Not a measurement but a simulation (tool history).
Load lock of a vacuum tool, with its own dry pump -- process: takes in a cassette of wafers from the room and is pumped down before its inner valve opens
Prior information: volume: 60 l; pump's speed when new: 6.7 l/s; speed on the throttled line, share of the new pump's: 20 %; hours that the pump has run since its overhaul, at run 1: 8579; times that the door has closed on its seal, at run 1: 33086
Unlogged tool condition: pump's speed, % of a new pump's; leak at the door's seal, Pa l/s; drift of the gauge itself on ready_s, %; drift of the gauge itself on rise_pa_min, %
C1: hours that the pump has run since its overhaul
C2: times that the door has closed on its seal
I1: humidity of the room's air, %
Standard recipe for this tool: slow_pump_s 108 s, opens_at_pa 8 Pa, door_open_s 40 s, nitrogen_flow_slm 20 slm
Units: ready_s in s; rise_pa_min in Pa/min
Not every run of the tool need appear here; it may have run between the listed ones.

Run 1, day 0.000: usual settings; C1 8579; C2 33086; I1 42.3. Result: ready_s 176.9 s, rise_pa_min 0.288 Pa/min.
Run 2, day 23.017: usual settings; C1 9131; C2 35046; I1 39.6. Result: ready_s 177.9 s, rise_pa_min 0.305 Pa/min.
Run 3, day 35.508: usual settings but opens_at_pa 13 Pa; C1 9431; C2 36109; I1 42.3. Result: ready_s 173.6 s, rise_pa_min 0.324 Pa/min.
Run 4, day 47.588: usual settings but opens_at_pa 13 Pa; C1 9721; C2 37137; I1 45.2. Result: ready_s 174.2 s, rise_pa_min 0.333 Pa/min.
Run 5, day 59.504: usual settings; C1 10007; C2 38152; I1 48.4. Result: ready_s 179.1 s, rise_pa_min 0.353 Pa/min.
Run 6, day 81.254: usual settings; C1 10529; C2 40004; I1 45.7. Result: ready_s 178.5 s, rise_pa_min 0.380 Pa/min.
Run 7, day 90.904: usual settings but nitrogen_flow_slm 5 slm; C1 10761; C2 40826; I1 45.3. Result: ready_s 179.1 s, rise_pa_min 0.402 Pa/min.
Run 8, day 112.146: usual settings but slow_pump_s 94 s, door_open_s 62 s, nitrogen_flow_slm 5 slm; C1 11271; C2 42634; I1 44.1. Result: ready_s 169.9 s, rise_pa_min 0.447 Pa/min.
Run 9, day 133.988: usual settings but slow_pump_s 94 s, door_open_s 62 s, nitrogen_flow_slm 5 slm; C1 11795; C2 44494; I1 44.6. Result: ready_s 170.1 s, rise_pa_min 0.471 Pa/min.
Run 10, day 155.875: usual settings but slow_pump_s 166 s, opens_at_pa 7 Pa, door_open_s 33 s; C1 12320; C2 46358; I1 46.2. Result: ready_s 226.7 s, rise_pa_min 0.474 Pa/min.
Run 11, day 171.096: usual settings but slow_pump_s 197 s, nitrogen_flow_slm 6 slm; C1 12685; C2 47654; I1 43.5. Result: ready_s 250.0 s, rise_pa_min 0.494 Pa/min.
Run 12, day 192.617: usual settings but slow_pump_s 66 s, nitrogen_flow_slm 8 slm; C1 13202; C2 49486; I1 42.1. Result: ready_s 149.2 s, rise_pa_min 0.526 Pa/min.
Run 13, day 213.308: usual settings but slow_pump_s 167 s, opens_at_pa 7 Pa, door_open_s 42 s; C1 13698; C2 51248; I1 45.5. Result: ready_s 229.1 s, rise_pa_min 0.525 Pa/min.

Each row is a separate what-if for the run after 13, all from the same tool condition, not one after another. Results?
Run A, day 225.921: usual settings but slow_pump_s 110 s, opens_at_pa 7 Pa, door_open_s 42 s; C1 14001; C2 52322; I1 45.7. Result: ready_s ?, rise_pa_min ?.
Run B, day 225.921: usual settings but opens_at_pa 10 Pa, door_open_s 43 s; C1 14001; C2 52322; I1 47.2. Result: ready_s ?, rise_pa_min ?.
Run C, day 225.921: usual settings but opens_at_pa 7 Pa, door_open_s 171 s; C1 14001; C2 52322; I1 43.9. Result: ready_s ?, rise_pa_min ?.
Run D, day 225.921: usual settings but opens_at_pa 14 Pa, nitrogen_flow_slm 25 slm; C1 14001; C2 52322; I1 45.3. Result: ready_s ?, rise_pa_min ?.
Run E, day 225.921: usual settings but opens_at_pa 7 Pa; C1 14001; C2 52322; I1 44.4. Result: ready_s ?, rise_pa_min ?.

run  ready_s  rise_pa_min
  A    184.7        0.559
  B    178.6        0.548
  C    184.0        0.613
  D    175.6        0.541
  E    183.6        0.548
Take away the tool's hidden state, keep each run's random variation, and the runs would have read:
run  ready_s  rise_pa_min
  A    174.2        0.038
  B    168.9        0.030
  C    173.6        0.088
  D    166.3        0.027
  E    173.1        0.027
